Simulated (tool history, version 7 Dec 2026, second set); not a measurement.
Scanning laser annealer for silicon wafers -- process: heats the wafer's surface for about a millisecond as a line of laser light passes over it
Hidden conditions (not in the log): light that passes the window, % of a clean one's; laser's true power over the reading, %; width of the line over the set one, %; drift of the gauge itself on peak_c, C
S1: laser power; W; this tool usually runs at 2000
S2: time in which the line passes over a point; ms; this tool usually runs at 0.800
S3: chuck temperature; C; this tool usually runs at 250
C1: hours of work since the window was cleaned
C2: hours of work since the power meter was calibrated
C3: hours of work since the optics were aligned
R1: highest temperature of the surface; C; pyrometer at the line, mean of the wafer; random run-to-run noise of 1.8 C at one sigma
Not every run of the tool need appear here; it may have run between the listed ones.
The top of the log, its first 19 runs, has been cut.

{"run": 20, "hour": 1134.7, "S1": 2000, "S2": 0.8, "S3": 250, "C1": 805, "C2": 1108, "C3": 877, "R1": 981}
{"run": 21, "hour": 1204.0, "S1": 2000, "S2": 0.8, "S3": 250, "C1": 850, "C2": 1153, "C3": 922, "R1": 979}
{"run": 22, "hour": 1254.2, "S1": 2138, "S2": 0.827, "S3": 242, "C1": 882, "C2": 1186, "C3": 955, "R1": 1038}
{"hour": 1301.9, "done": "window over the wafer cleaned"}
{"run": 23, "hour": 1304.1, "S1": 1847, "S2": 0.56, "S3": 250, "C1": 1, "C2": 1217, "C3": 986, "R1": 849}
{"run": 24, "hour": 1361.1, "S1": 1847, "S2": 0.56, "S3": 250, "C1": 38, "C2": 1254, "C3": 1023, "R1": 846}
{"run": 25, "hour": 1438.9, "S1": 1847, "S2": 0.56, "S3": 250, "C1": 89, "C2": 1305, "C3": 1073, "R1": 842}
{"run": 26, "hour": 1485.0, "S1": 2127, "S2": 0.944, "S3": 250, "C1": 119, "C2": 1335, "C3": 1103, "R1": 1129}
{"run": 27, "hour": 1539.8, "S1": 2127, "S2": 0.944, "S3": 250, "C1": 155, "C2": 1370, "C3": 1139, "R1": 1124}
{"run": 28, "hour": 1600.3, "S1": 2000, "S2": 0.625, "S3": 250, "C1": 194, "C2": 1410, "C3": 1178, "R1": 923}
{"run": 29, "hour": 1642.0, "S1": 2041, "S2": 0.8, "S3": 269, "C1": 221, "C2": 1437, "C3": 1205, "R1": 1039}
{"run": 30, "hour": 1692.9, "S1": 1909, "S2": 0.609, "S3": 272, "C1": 254, "C2": 1470, "C3": 1239, "R1": 906}
{"run": 31, "hour": 1741.5, "S1": 1909, "S2": 0.609, "S3": 272, "C1": 286, "C2": 1502, "C3": 1270, "R1": 901}
{"run": 32, "hour": 1791.8, "S1": 1909, "S2": 0.609, "S3": 272, "C1": 319, "C2": 1534, "C3": 1303, "R1": 901}
{"run": 33, "hour": 1842.0, "S1": 1909, "S2": 0.609, "S3": 272, "C1": 351, "C2": 1567, "C3": 1335, "R1": 896}
{"run": 34, "hour": 1888.5, "S1": 1983, "S2": 0.567, "S3": 274, "C1": 381, "C2": 1597, "C3": 1366, "R1": 903}
{"run": 35, "hour": 1952.8, "S1": 1983, "S2": 0.567, "S3": 274, "C1": 423, "C2": 1639, "C3": 1408, "R1": 901}
{"run": 36, "hour": 2010.2, "S1": 1838, "S2": 0.567, "S3": 247, "C1": 461, "C2": 1676, "C3": 1445, "R1": 823}
{"run": 37, "hour": 2097.6, "S1": 1841, "S2": 0.899, "S3": 250, "C1": 517, "C2": 1733, "C3": 1502, "R1": 966}
{"run": 38, "hour": 2164.4, "S1": 1841, "S2": 0.899, "S3": 250, "C1": 561, "C2": 1777, "C3": 1545, "R1": 965}
{"run": 39, "hour": 2202.0, "S1": 1841, "S2": 0.899, "S3": 250, "C1": 585, "C2": 1801, "C3": 1570, "R1": 963}
{"run": 40, "hour": 2262.3, "S1": 1841, "S2": 0.899, "S3": 250, "C1": 624, "C2": 1840, "C3": 1609, "R1": 957}

5 options for the next run, each taken on its own from the tool as it stands now. Forecast them:
{"run": "A", "hour": 2333.4, "S1": 2089, "S2": 0.797, "S3": 266, "C1": 671, "C2": 1886, "C3": 1655, "R1": "?"}
{"run": "B", "hour": 2333.4, "S1": 1967, "S2": 0.789, "S3": 237, "C1": 671, "C2": 1886, "C3": 1655, "R1": "?"}
{"run": "C", "hour": 2333.4, "S1": 2035, "S2": 0.602, "S3": 211, "C1": 671, "C2": 1886, "C3": 1655, "R1": "?"}
{"run": "D", "hour": 2333.4, "S1": 1969, "S2": 0.833, "S3": 259, "C1": 671, "C2": 1886, "C3": 1655, "R1": "?"}
{"run": "E", "hour": 2333.4, "S1": 2000, "S2": 0.578, "S3": 245, "C1": 671, "C2": 1886, "C3": 1655, "R1": "?"}

run=A R1=1027
run=B R1=950
run=C R1=860
run=D R1=987
run=E R1=870
What these runs would have given with no unlogged condition in the tool:
run=A R1=1085
run=B R1=1005
run=C R1=910
run=D R1=1043
run=E R1=919
